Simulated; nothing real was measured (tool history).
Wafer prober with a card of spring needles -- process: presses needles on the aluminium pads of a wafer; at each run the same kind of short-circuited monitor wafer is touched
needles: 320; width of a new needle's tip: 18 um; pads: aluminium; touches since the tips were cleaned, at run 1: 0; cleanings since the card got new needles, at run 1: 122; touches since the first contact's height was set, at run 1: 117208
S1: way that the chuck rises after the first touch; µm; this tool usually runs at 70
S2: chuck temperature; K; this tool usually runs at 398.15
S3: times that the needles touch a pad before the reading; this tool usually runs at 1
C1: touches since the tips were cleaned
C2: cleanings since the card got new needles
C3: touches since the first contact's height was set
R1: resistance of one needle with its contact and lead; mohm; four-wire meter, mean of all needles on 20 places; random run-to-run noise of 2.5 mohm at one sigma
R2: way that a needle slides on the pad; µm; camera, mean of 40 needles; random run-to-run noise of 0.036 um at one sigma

run 1 hour=0.0 | S1=70 S2=398.15 S3=1 | C1=0 C2=122 C3=117208 | R1=299 R2=8.53
-- hour=19.2 tips cleaned on abrasive film
-- hour=42.6 tips cleaned on abrasive film
-- hour=61.7 tips cleaned on abrasive film
-- hour=85.1 tips cleaned on abrasive film
run 2 hour=100.7 | S1=70 S2=398.15 S3=1 | C1=6118 C2=126 C3=156629 | R1=508 R2=8.46
-- hour=105.6 tips cleaned on abrasive film
-- hour=124.7 tips cleaned on abrasive film
-- hour=143.9 tips cleaned on abrasive film
run 3 hour=144.3 | S1=70 S2=398.15 S3=1 | C1=153 C2=129 C3=173641 | R1=319 R2=8.45
-- hour=163.5 tips cleaned on abrasive film
-- hour=187.4 tips cleaned on abrasive film
-- hour=211.3 tips cleaned on abrasive film
run 4 hour=219.5 | S1=70 S2=393.15 S3=1 | C1=3211 C2=132 C3=203085 | R1=469 R2=8.39
-- hour=233.9 tips cleaned on abrasive film
-- hour=257.8 tips cleaned on abrasive film
run 5 hour=262.1 | S1=70 S2=393.15 S3=1 | C1=1693 C2=134 C3=219763 | R1=413 R2=8.29
-- hour=281.3 tips cleaned on abrasive film
-- hour=304.8 tips cleaned on abrasive film
-- hour=309.6 height of the first contact set anew
-- hour=328.7 tips cleaned on abrasive film
run 6 hour=330.7 | S1=70 S2=393.15 S3=1 | C1=788 C2=137 C3=8281 | R1=371 R2=8.10
-- hour=349.4 tips cleaned on abrasive film
-- hour=373.3 tips cleaned on abrasive film
-- hour=392.5 tips cleaned on abrasive film
-- hour=413.7 tips cleaned on abrasive film
run 7 hour=413.7 | S1=70 S2=398.15 S3=1 | C1=0 C2=141 C3=40743 | R1=314 R2=8.04
-- hour=437.7 tips cleaned on abrasive film
-- hour=456.8 tips cleaned on abrasive film
run 8 hour=465.6 | S1=70 S2=398.15 S3=1 | C1=3446 C2=143 C3=61046 | R1=479 R2=8.01
-- hour=480.0 tips cleaned on abrasive film
-- hour=503.9 tips cleaned on abrasive film
-- hour=527.8 tips cleaned on abrasive film
run 9 hour=528.7 | S1=75 S2=398.15 S3=1 | C1=357 C2=146 C3=85732 | R1=337 R2=8.60
-- hour=547.9 tips cleaned on abrasive film
-- hour=571.8 tips cleaned on abrasive film
run 10 hour=588.6 | S1=51 S2=398.15 S3=1 | C1=6600 C2=148 C3=109192 | R1=857 R2=5.64
-- hour=593.5 tips cleaned on abrasive film
-- hour=617.4 tips cleaned on abrasive film
-- hour=641.3 tips cleaned on abrasive film
-- hour=665.1 tips cleaned on abrasive film
-- hour=689.0 tips cleaned on abrasive film
run 11 hour=691.6 | S1=70 S2=398.15 S3=1 | C1=1004 C2=153 C3=149459 | R1=385 R2=7.90
-- hour=710.7 tips cleaned on abrasive film
-- hour=734.7 tips cleaned on abrasive film
-- hour=758.6 tips cleaned on abrasive film
-- hour=781.1 tips cleaned on abrasive film
run 12 hour=781.1 | S1=70 S2=305.15 S3=1 | C1=0 C2=157 C3=184487 | R1=280 R2=7.84
-- hour=805.0 tips cleaned on abrasive film
-- hour=828.3 tips cleaned on abrasive film
run 13 hour=843.0 | S1=70 S2=305.15 S3=1 | C1=5784 C2=159 C3=208755 | R1=579 R2=7.94
-- hour=847.9 tips cleaned on abrasive film
-- hour=871.8 tips cleaned on abrasive film
-- hour=895.7 tips cleaned on abrasive film
-- hour=913.8 height of the first contact set anew, once more
run 14 hour=913.8 | S1=70 S2=305.15 S3=1 | C1=6973 C2=162 C3=0 | R1=553 R2=8.56
-- hour=918.6 tips cleaned on abrasive film
-- hour=942.5 tips cleaned on abrasive film
-- hour=966.5 tips cleaned on abrasive film
run 15 hour=980.3 | S1=67 S2=398.15 S3=2 | C1=5428 C2=165 C3=26031 | R1=432 R2=8.26
-- hour=989.9 tips cleaned on abrasive film
-- hour=1009.1 tips cleaned on abrasive film
-- hour=1033.0 tips cleaned on abrasive film
-- hour=1055.9 tips cleaned on abrasive film
run 16 hour=1062.6 | S1=88 S2=398.15 S3=1 | C1=2644 C2=169 C3=58220 | R1=382 R2=10.72
-- hour=1077.0 tips cleaned on abrasive film
-- hour=1100.9 tips cleaned on abrasive film
-- hour=1120.1 tips cleaned on abrasive film
-- hour=1144.0 tips cleaned on abrasive film
run 17 hour=1159.3 | S1=78 S2=366.15 S3=1 | C1=5990 C2=173 C3=96052 | R1=489 R2=9.51
-- hour=1164.1 tips cleaned on abrasive film
-- hour=1187.8 tips cleaned on abrasive film
-- hour=1211.5 tips cleaned on abrasive film
-- hour=1235.3 tips cleaned on abrasive film
run 18 hour=1252.4 | S1=76 S2=342.15 S3=3 | C1=6728 C2=177 C3=132499 | R1=362 R2=9.20
-- hour=1257.3 tips cleaned on abrasive film
-- hour=1280.9 tips cleaned on abrasive film
-- hour=1304.9 tips cleaned on abrasive film
run 19 hour=1308.2 | S1=76 S2=342.15 S3=3 | C1=1295 C2=180 C3=154300 | R1=309 R2=9.13
-- hour=1327.3 tips cleaned on abrasive film
-- hour=1350.9 tips cleaned on abrasive film
-- hour=1370.0 tips cleaned on abrasive film
-- hour=1393.5 tips cleaned on abrasive film
run 20 hour=1410.4 | S1=56 S2=356.15 S3=1 | C1=6622 C2=184 C3=194314 | R1=761 R2=6.67
-- hour=1415.2 tips cleaned on abrasive film
-- hour=1438.6 tips cleaned on abrasive film
-- hour=1462.5 tips cleaned on abrasive film
run 21 hour=1467.9 | S1=68 S2=356.15 S3=1 | C1=2126 C2=187 C3=216808 | R1=498 R2=8.10
-- hour=1481.9 tips cleaned on abrasive film
-- hour=1501.0 tips cleaned on abrasive film
-- hour=1520.4 height of the first contact set anew
-- hour=1525.3 tips cleaned on abrasive film
run 22 hour=1532.0 | S1=68 S2=356.15 S3=1 | C1=2655 C2=190 C3=4527 | R1=490 R2=8.37
-- hour=1546.4 tips cleaned on abrasive film
-- hour=1569.7 tips cleaned on abrasive film
-- hour=1588.9 tips cleaned on abrasive film
-- hour=1612.3 tips cleaned on abrasive film
run 23 hour=1630.1 | S1=68 S2=356.15 S3=1 | C1=7002 C2=194 C3=42936 | R1=591 R2=8.33
-- hour=1635.0 tips cleaned on abrasive film
-- hour=1657.9 tips cleaned on abrasive film
-- hour=1681.8 tips cleaned on abrasive film
-- hour=1701.9 tips cleaned on abrasive film
run 24 hour=1701.9 | S1=79 S2=379.15 S3=2 | C1=0 C2=198 C3=70968 | R1=286 R2=9.63
-- hour=1725.7 tips cleaned on abrasive film
-- hour=1749.6 tips cleaned on abrasive film
run 25 hour=1767.7 | S1=79 S2=379.15 S3=2 | C1=7122 C2=200 C3=96778 | R1=418 R2=9.55
-- hour=1772.6 tips cleaned on abrasive film
-- hour=1796.2 tips cleaned on abrasive film
-- hour=1820.1 tips cleaned on abrasive film
-- hour=1844.1 tips cleaned on abrasive film
-- hour=1863.2 tips cleaned on abrasive film
run 26 hour=1863.9 | S1=79 S2=379.15 S3=2 | C1=281 C2=205 C3=134391 | R1=306 R2=9.53

3 ways to go on from here, each from the tool as it stands after run 26. What would each give?
-- hour=1883.1 tips cleaned on abrasive film
-- hour=1907.0 tips cleaned on abrasive film
-- hour=1929.9 tips cleaned on abrasive film
-- hour=1949.0 tips cleaned on abrasive film
run A hour=1954.5 | S1=86 S2=398.15 S3=2 | C1=2143 C2=209 C3=169823 | R1=? R2=?
-- hour=1883.1 tips cleaned on abrasive film
-- hour=1907.0 tips cleaned on abrasive film
-- hour=1929.9 tips cleaned on abrasive film
-- hour=1949.0 tips cleaned on abrasive film
run B hour=1954.5 | S1=70 S2=327.15 S3=1 | C1=2143 C2=209 C3=169823 | R1=? R2=?
-- hour=1883.1 tips cleaned on abrasive film
-- hour=1907.0 tips cleaned on abrasive film
-- hour=1929.9 tips cleaned on abrasive film
-- hour=1949.0 tips cleaned on abrasive film
run C hour=1954.5 | S1=67 S2=310.15 S3=2 | C1=2143 C2=209 C3=169823 | R1=? R2=?

run=A R1=354 R2=10.31
run=B R1=467 R2=8.40
run=C R1=402 R2=7.99
Stripped of hidden state, with their random variation kept, the same runs would have yielded:
run=A R1=278 R2=10.54
run=B R1=262 R2=8.62
run=C R1=262 R2=8.22
